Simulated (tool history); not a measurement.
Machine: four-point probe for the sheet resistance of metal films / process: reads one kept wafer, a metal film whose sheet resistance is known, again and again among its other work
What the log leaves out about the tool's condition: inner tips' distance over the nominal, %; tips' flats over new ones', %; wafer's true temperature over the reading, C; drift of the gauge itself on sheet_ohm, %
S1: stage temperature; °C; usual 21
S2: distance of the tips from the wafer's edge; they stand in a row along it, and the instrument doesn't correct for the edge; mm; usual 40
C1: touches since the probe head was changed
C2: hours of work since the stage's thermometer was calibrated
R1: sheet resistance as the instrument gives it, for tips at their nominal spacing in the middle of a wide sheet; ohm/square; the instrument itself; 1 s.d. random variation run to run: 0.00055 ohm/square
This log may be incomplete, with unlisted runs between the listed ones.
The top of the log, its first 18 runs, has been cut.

| run | hour | S1 | S2 | C1 | C2 | R1 |
|---|---|---|---|---|---|---|
| 19 | 1454.8 | 21 | 40 | 54142 | 2059 | 2.737494 |
| 20 | 1530.0 | 21 | 40 | 56009 | 2107 | 2.736512 |
| 21 | 1612.5 | 24 | 40 | 58060 | 2160 | 2.734516 |
| 22 | 1713.1 | 28 | 40 | 60556 | 2224 | 2.734268 |
| 23 | 1804.3 | 21 | 14 | 62821 | 2282 | 2.742866 |
|  | 1814.4 | stage's thermometer calibrated |
| 24 | 1883.1 | 21 | 20 | 64768 | 44 | 2.737554 |
| 25 | 1987.7 | 21 | 20 | 67366 | 111 | 2.736637 |
| 26 | 2050.2 | 25 | 13 | 68916 | 150 | 2.740165 |
|  | 2119.8 | stage's thermometer calibrated, once more |
| 27 | 2155.9 | 19 | 43 | 71529 | 23 | 2.736147 |
| 28 | 2208.5 | 20 | 43 | 72836 | 57 | 2.735991 |

Estimate the outcome of run 29 from the log above:
| 29 | 2292.6 | 20 | 43 | 74925 | 110 | ? |

R1: 2.736824 ohm/square
The same run, on a tool lacking any hidden state, would have yielded R1 2.753845 ohm/square.
